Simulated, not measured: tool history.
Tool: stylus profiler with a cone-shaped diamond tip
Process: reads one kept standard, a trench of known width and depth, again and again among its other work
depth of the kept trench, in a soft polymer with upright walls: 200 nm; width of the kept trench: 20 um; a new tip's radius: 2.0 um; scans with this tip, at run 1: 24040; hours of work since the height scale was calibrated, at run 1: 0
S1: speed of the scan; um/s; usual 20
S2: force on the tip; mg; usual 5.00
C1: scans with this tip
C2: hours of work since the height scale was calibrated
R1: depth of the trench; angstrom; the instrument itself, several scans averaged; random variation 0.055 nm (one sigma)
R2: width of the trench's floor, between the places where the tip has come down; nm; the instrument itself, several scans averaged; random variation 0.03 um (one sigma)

run	day	S1	S2	C1	C2	R1	R2
1	0.000	20	5.00	24040	0	2023.6	17610
2	2.758	20	2.27	24670	51	2014.2	17550
# day 3.175: new tip fitted, height scale calibrated
3	4.938	20	2.27	402	33	2014.7	18140
4	9.038	49	5.00	1339	109	2025.9	18060
5	11.138	49	5.00	1819	148	2025.6	18040
6	15.296	49	5.00	2768	225	2027.2	18020
7	19.050	49	5.00	3625	295	2026.4	18040
8	21.950	20	5.00	4288	349	2028.9	18070
9	25.188	20	2.19	5027	409	2016.2	18040
10	27.875	20	2.19	5641	459	2017.9	18060
11	31.150	20	2.44	6389	520	2019.9	18000
12	35.254	20	2.44	7327	596	2019.5	18000
13	38.538	20	2.44	8077	657	2020.3	17920
14	41.150	19	5.00	8674	706	2030.9	18000
15	44.367	20	2.27	9408	765	2020.6	17910
16	47.125	20	2.27	10038	817	2020.0	17940
17	50.692	20	5.00	10852	883	2032.1	17920
# day 51.092: height scale calibrated on a step standard
18	53.121	20	2.34	11402	38	2024.6	17880
19	57.871	20	2.34	12487	126	2025.4	17940
# day 61.354: height scale calibrated on a step standard, once more
20	61.358	20	5.00	13279	0	2024.7	17890
21	64.704	61	5.00	14043	62	2025.1	17670
22	67.367	61	5.00	14651	112	2025.2	17730
23	69.733	61	5.00	15192	156	2025.6	17700
24	74.746	61	5.00	16337	249	2026.7	17610
25	78.171	7	2.20	17119	312	2017.3	17800
26	80.992	20	4.35	17764	365	2024.7	17740
27	83.746	32	2.29	18392	416	2017.2	17690
28	86.521	28	5.29	19026	468	2028.0	17690
29	88.692	28	5.29	19522	508	2028.4	17690
30	91.467	28	5.29	20156	560	2029.3	17640
31	95.067	57	14.81	20978	626	2056.0	17730
32	98.908	57	14.81	21856	698	2055.8	17630
33	103.471	57	14.81	22897	783	2056.5	17650
34	105.592	11	2.19	23382	822	2020.3	17640
35	108.942	10	3.36	24147	884	2024.1	17620
# day 109.250: height scale calibrated on a step standard
# day 111.654: new tip fitted, height scale calibrated
36	113.758	77	4.92	480	39	2024.3	18100
37	116.779	22	3.33	1171	95	2018.9	18150
38	119.092	60	4.36	1698	138	2024.1	18040
39	121.121	40	3.22	2162	176	2018.9	18060
40	123.288	14	2.93	2656	216	2018.1	18150
41	125.404	7	5.01	3140	255	2024.9	18230
42	130.079	56	3.89	4208	342	2022.2	17990
43	135.133	29	5.89	5363	436	2030.2	18040
44	139.446	6	14.38	6347	516	2052.9	18080
45	142.250	5	1.83	6987	569	2015.9	18010
46	146.671	77	14.00	7997	651	2052.4	17970
47	151.417	77	14.00	9081	739	2053.8	17900

Forecast each of these 3 alternatives for the next run:
A	154.417	17	3.23	9767	795	?	?
B	154.417	23	1.91	9767	795	?	?
C	154.417	6	1.86	9767	795	?	?

run	R1	R2
A	2023.5	17950
B	2017.4	17860
C	2016.9	17980
Without the tool's hidden state the same runs would have given:
run	R1	R2
A	2018.6	18190
B	2012.5	18100
C	2012.0	18230
